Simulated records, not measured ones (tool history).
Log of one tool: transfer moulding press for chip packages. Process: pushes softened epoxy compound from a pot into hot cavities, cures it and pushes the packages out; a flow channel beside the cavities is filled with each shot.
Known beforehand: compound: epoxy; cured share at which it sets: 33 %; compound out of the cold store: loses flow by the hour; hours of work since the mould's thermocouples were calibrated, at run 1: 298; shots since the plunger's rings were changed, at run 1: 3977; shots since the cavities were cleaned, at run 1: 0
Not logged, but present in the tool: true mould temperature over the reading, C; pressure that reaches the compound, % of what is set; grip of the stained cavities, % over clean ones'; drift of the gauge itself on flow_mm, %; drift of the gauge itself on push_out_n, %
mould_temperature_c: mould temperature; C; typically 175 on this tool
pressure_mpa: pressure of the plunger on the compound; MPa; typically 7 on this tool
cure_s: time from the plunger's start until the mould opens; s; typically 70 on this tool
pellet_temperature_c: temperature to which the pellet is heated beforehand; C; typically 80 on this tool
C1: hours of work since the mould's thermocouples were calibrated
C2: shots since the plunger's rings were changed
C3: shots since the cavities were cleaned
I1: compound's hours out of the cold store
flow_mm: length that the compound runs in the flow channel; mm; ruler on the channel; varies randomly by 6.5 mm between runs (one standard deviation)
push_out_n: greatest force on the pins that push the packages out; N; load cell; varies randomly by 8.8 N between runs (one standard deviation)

Run 1, hour 0: usual settings; C1 298; C2 3977; C3 0; I1 11.1. Result: flow_mm 788 mm, push_out_n 427 N.
Run 2, hour 16.5: usual settings; C1 310; C2 4296; C3 319; I1 30.6. Result: flow_mm 706 mm, push_out_n 517 N.
Run 3, hour 27.5: usual settings; C1 318; C2 4508; C3 531; I1 45.2. Result: flow_mm 646 mm, push_out_n 524 N.
At hour 35.2: cavities cleaned with cleaning compound and waxed.
Run 4, hour 46.2: usual settings; C1 331; C2 4840; C3 212; I1 25.2. Result: flow_mm 709 mm, push_out_n 516 N.
Run 5, hour 54.7: usual settings; C1 337; C2 5003; C3 375; I1 27.2. Result: flow_mm 714 mm, push_out_n 535 N.
At hour 71.1: cavities cleaned with cleaning compound and waxed.
Run 6, hour 74.2: usual settings but mould_temperature_c 181 C; C1 351; C2 5350; C3 58; I1 28.5. Result: flow_mm 696 mm, push_out_n 332 N.
Run 7, hour 86.8: usual settings but mould_temperature_c 181 C; C1 360; C2 5595; C3 303; I1 10. Result: flow_mm 775 mm, push_out_n 395 N.
At hour 100.4: plunger's sealing rings changed.
Run 8, hour 104.1: usual settings; C1 371; C2 72; C3 588; I1 14.6. Result: flow_mm 812 mm, push_out_n 600 N.
At hour 109.8: cavities cleaned with cleaning compound and waxed.
Run 9, hour 124.6: usual settings; C1 386; C2 438; C3 286; I1 25.1. Result: flow_mm 749 mm, push_out_n 499 N.
At hour 145.4: cavities cleaned with cleaning compound and waxed.
Run 10, hour 145.5: usual settings but mould_temperature_c 177 C; C1 400; C2 812; C3 1; I1 32.6. Result: flow_mm 711 mm, push_out_n 358 N.
Run 11, hour 164.4: usual settings but cure_s 51 s; C1 414; C2 1176; C3 365; I1 30.9. Result: flow_mm 722 mm, push_out_n 1267 N.
At hour 180.1: cavities cleaned with cleaning compound and waxed.
Run 12, hour 183.9: usual settings but cure_s 51 s; C1 428; C2 1524; C3 73; I1 12.8. Result: flow_mm 801 mm, push_out_n 1102 N.
Run 13, hour 193.4: usual settings but cure_s 51 s; C1 435; C2 1707; C3 256; I1 16.2. Result: flow_mm 799 mm, push_out_n 1228 N.
Run 14, hour 210.6: usual settings but cure_s 51 s; C1 448; C2 2040; C3 589; I1 35.1. Result: flow_mm 700 mm, push_out_n 1315 N.
At hour 215.7: cavities cleaned with cleaning compound and waxed.
Run 15, hour 222.2: usual settings but pressure_mpa 8.18 MPa, cure_s 57 s, pellet_temperature_c 84 C; C1 455; C2 2233; C3 124; I1 24.7. Result: flow_mm 800 mm, push_out_n 784 N.
Run 16, hour 241.4: usual settings but cure_s 72 s, pellet_temperature_c 71 C; C1 470; C2 2604; C3 495; I1 40.2. Result: flow_mm 681 mm, push_out_n 534 N.
At hour 250.6: cavities cleaned with cleaning compound and waxed.
Run 17, hour 251.4: usual settings but pressure_mpa 8.35 MPa, cure_s 65 s; C1 476; C2 2768; C3 16; I1 8.6. Result: flow_mm 887 mm, push_out_n 570 N.
Run 18, hour 263.4: usual settings but mould_temperature_c 172 C, pressure_mpa 8.18 MPa, cure_s 105 s, pellet_temperature_c 86 C; C1 485; C2 2999; C3 247; I1 12.3. Result: flow_mm 864 mm, push_out_n 338 N.
Run 19, hour 278.9: usual settings but mould_temperature_c 172 C, pressure_mpa 8.18 MPa, cure_s 105 s, pellet_temperature_c 86 C; C1 497; C2 3300; C3 548; I1 38.8. Result: flow_mm 752 mm, push_out_n 388 N.
At hour 285.7: cavities cleaned with cleaning compound and waxed.
Run 20, hour 293.7: usual settings but mould_temperature_c 172 C, pressure_mpa 8.18 MPa, cure_s 105 s, pellet_temperature_c 86 C; C1 507; C2 3555; C3 154; I1 36.7. Result: flow_mm 750 mm, push_out_n 328 N.
Run 21, hour 303.8: usual settings but mould_temperature_c 181 C, pressure_mpa 8.18 MPa, cure_s 105 s, pellet_temperature_c 86 C; C1 514; C2 3751; C3 350; I1 44.7. Result: flow_mm 698 mm, push_out_n 355 N.
Run 22, hour 314.9: usual settings but mould_temperature_c 169 C, pellet_temperature_c 76 C; C1 522; C2 3965; C3 564; I1 22.2. Result: flow_mm 753 mm, push_out_n 891 N.
At hour 320.5: cavities cleaned with cleaning compound and waxed.
Run 23, hour 329.6: usual settings but mould_temperature_c 180 C, pressure_mpa 8.55 MPa, pellet_temperature_c 73 C; C1 532; C2 4220; C3 176; I1 22.7. Result: flow_mm 810 mm, push_out_n 388 N.
Run 24, hour 342.9: usual settings but cure_s 73 s; C1 542; C2 4475; C3 431; I1 32.7. Result: flow_mm 690 mm, push_out_n 498 N.
At hour 355.7: cavities cleaned with cleaning compound and waxed.
Run 25, hour 355.7: usual settings but mould_temperature_c 177 C, pressure_mpa 7.18 MPa, pellet_temperature_c 73 C; C1 551; C2 4694; C3 0; I1 22.3. Result: flow_mm 754 mm, push_out_n 398 N.
Run 26, hour 375.2: usual settings but mould_temperature_c 168 C, cure_s 62 s; C1 565; C2 5071; C3 377; I1 8. Result: flow_mm 823 mm, push_out_n 1243 N.
At hour 391.3: cavities cleaned with cleaning compound and waxed.
Run 27, hour 394.7: usual settings but mould_temperature_c 168 C, cure_s 62 s; C1 579; C2 5416; C3 64; I1 15.9. Result: flow_mm 768 mm, push_out_n 1033 N.
At hour 417: plunger's sealing rings changed.
Run 28, hour 417: usual settings but mould_temperature_c 179 C, pressure_mpa 7.19 MPa, cure_s 108 s, pellet_temperature_c 76 C; C1 594; C2 0; C3 448; I1 39.6. Result: flow_mm 701 mm, push_out_n 380 N.

Pick out some run-to-run changes in flow_mm. Of each, how much would a tool without hidden state show as well, from the settings, what came in and chance, and how much is left for the hidden state and any gauge scatter not in both results compared?
Run 7 -> 8: mould_temperature_c 181 -> 175, plunger's sealing rings changed. flow_mm +37 mm: hidden state +47, all else -10.
Run 16 -> 17: pressure_mpa 7 -> 8.35, cure_s 72 -> 65, pellet_temperature_c 71 -> 80, cavities cleaned with cleaning compound and waxed. flow_mm +206 mm: hidden state -7, all else +213.
Run 23 -> 24: mould_temperature_c 180 -> 175, pressure_mpa 8.55 -> 7, cure_s 70 -> 73, pellet_temperature_c 73 -> 80. flow_mm -120 mm: hidden state +3, all else -123.
Run 27 -> 28: mould_temperature_c 168 -> 179, pressure_mpa 7 -> 7.19, cure_s 62 -> 108, pellet_temperature_c 80 -> 76, plunger's sealing rings changed. flow_mm -67 mm: hidden state +46, all else -113.
